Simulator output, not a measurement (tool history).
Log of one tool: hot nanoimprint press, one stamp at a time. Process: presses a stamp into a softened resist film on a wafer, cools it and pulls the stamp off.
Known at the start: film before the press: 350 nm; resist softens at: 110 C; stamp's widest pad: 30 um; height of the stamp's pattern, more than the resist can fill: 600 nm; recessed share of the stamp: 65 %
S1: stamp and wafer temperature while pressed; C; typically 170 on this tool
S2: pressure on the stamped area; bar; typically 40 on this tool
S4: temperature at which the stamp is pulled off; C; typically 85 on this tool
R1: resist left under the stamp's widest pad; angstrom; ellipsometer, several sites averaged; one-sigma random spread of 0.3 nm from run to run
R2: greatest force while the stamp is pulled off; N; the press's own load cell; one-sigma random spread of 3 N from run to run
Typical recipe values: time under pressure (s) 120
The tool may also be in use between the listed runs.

Run 1, day 0: usual settings. Result: R1 2041 angstrom, R2 219 N.
Run 2, day 0.842: usual settings but time under pressure (s) 101. Result: R1 2141 angstrom, R2 220 N.
Run 3, day 1.504: usual settings but time under pressure (s) 92. Result: R1 2189 angstrom, R2 213 N.
Run 4, day 2.25: usual settings but time under pressure (s) 92. Result: R1 2179 angstrom, R2 220 N.
Run 5, day 2.908: usual settings but time under pressure (s) 92. Result: R1 2186 angstrom, R2 220 N.
At day 3.367: plate thermocouple calibrated.
Run 6, day 3.879: usual settings but S4 81 C. Result: R1 2025 angstrom, R2 225 N.
Run 7, day 4.262: usual settings but S4 81 C. Result: R1 2035 angstrom, R2 225 N.
Run 8, day 4.875: usual settings but S4 81 C. Result: R1 2029 angstrom, R2 223 N.
Run 9, day 5.633: usual settings but S4 81 C. Result: R1 2024 angstrom, R2 222 N.
Run 10, day 6.367: usual settings but S1 162 C, S4 81 C. Result: R1 2535 angstrom, R2 226 N.
Run 11, day 6.75: usual settings but S1 162 C, S4 81 C. Result: R1 2536 angstrom, R2 224 N.
Run 12, day 7.421: usual settings but S1 162 C, S4 81 C. Result: R1 2528 angstrom, R2 228 N.
Run 13, day 7.833: usual settings but S1 162 C, S4 76 C. Result: R1 2531 angstrom, R2 230 N.
Run 14, day 8.375: usual settings. Result: R1 2024 angstrom, R2 224 N.
Run 15, day 9.096: usual settings but time under pressure (s) 156. Result: R1 1871 angstrom, R2 217 N.
At day 9.571: stamp cleaned and given a new release coat.
Run 16, day 9.712: usual settings but time under pressure (s) 156. Result: R1 1867 angstrom, R2 221 N.
Run 17, day 10.358: usual settings but S2 57.9 bar, time under pressure (s) 156, S4 76 C. Result: R1 1525 angstrom, R2 231 N.
Run 18, day 10.842: usual settings but S2 57.9 bar, time under pressure (s) 189, S4 77 C. Result: R1 1429 angstrom, R2 235 N.
Run 19, day 11.212: usual settings but S1 176 C, S2 28.8 bar, S4 84 C. Result: R1 1998 angstrom, R2 224 N.
Run 20, day 11.929: usual settings but S2 41.1 bar, time under pressure (s) 111, S4 82 C. Result: R1 2025 angstrom, R2 218 N.
Run 21, day 12.462: usual settings but S2 41.1 bar, time under pressure (s) 111, S4 82 C. Result: R1 2028 angstrom, R2 218 N.
Run 22, day 13.067: usual settings but S2 41.1 bar, time under pressure (s) 111, S4 82 C. Result: R1 2027 angstrom, R2 224 N.
Run 23, day 13.854: usual settings but S2 46.4 bar, time under pressure (s) 96, S4 93 C. Result: R1 1986 angstrom, R2 205 N.
Run 24, day 14.471: usual settings but S2 46.4 bar, time under pressure (s) 234, S4 93 C. Result: R1 1511 angstrom, R2 211 N.
Run 25, day 15.204: usual settings but S2 39.6 bar, S4 90 C. Result: R1 2015 angstrom, R2 215 N.
Run 26, day 15.971: usual settings but S2 24.7 bar, S4 90 C. Result: R1 2475 angstrom, R2 209 N.
Run 27, day 16.471: usual settings but S2 24.7 bar, S4 90 C. Result: R1 2474 angstrom, R2 210 N.
Run 28, day 17.079: usual settings but S2 44 bar, time under pressure (s) 66, S4 87 C. Result: R1 2244 angstrom, R2 218 N.
Run 29, day 17.846: usual settings but S2 44 bar, time under pressure (s) 66, S4 87 C. Result: R1 2251 angstrom, R2 213 N.

Alternative continuations, all from the tool just after run 29; predict every row:
Run A, day 18.375: usual settings but S1 178 C, S2 55.3 bar, time under pressure (s) 66, S4 91 C. Result: R1 ?, R2 ?.
Run B, day 18.375: usual settings but S1 162 C, S2 36.5 bar, time under pressure (s) 103. Result: R1 ?, R2 ?.
Run C, day 18.375: usual settings but time under pressure (s) 176. Result: R1 ?, R2 ?.
Run D, day 18.375: usual settings but S2 29.1 bar, time under pressure (s) 66, S4 87 C. Result: R1 ?, R2 ?.
Run E, day 18.375: usual settings but S1 181 C, S2 44 bar, time under pressure (s) 117, S4 87 C. Result: R1 ?, R2 ?.

run    R1   R2
  A  1587  208
  B  2658  221
  C  1785  224
  D  2627  216
  E  1370  211
Without the tool's unlogged condition, the same runs would have read:
run    R1   R2
  A  1623  207
  B  2718  220
  C  1826  223
  D  2686  215
  E  1401  210
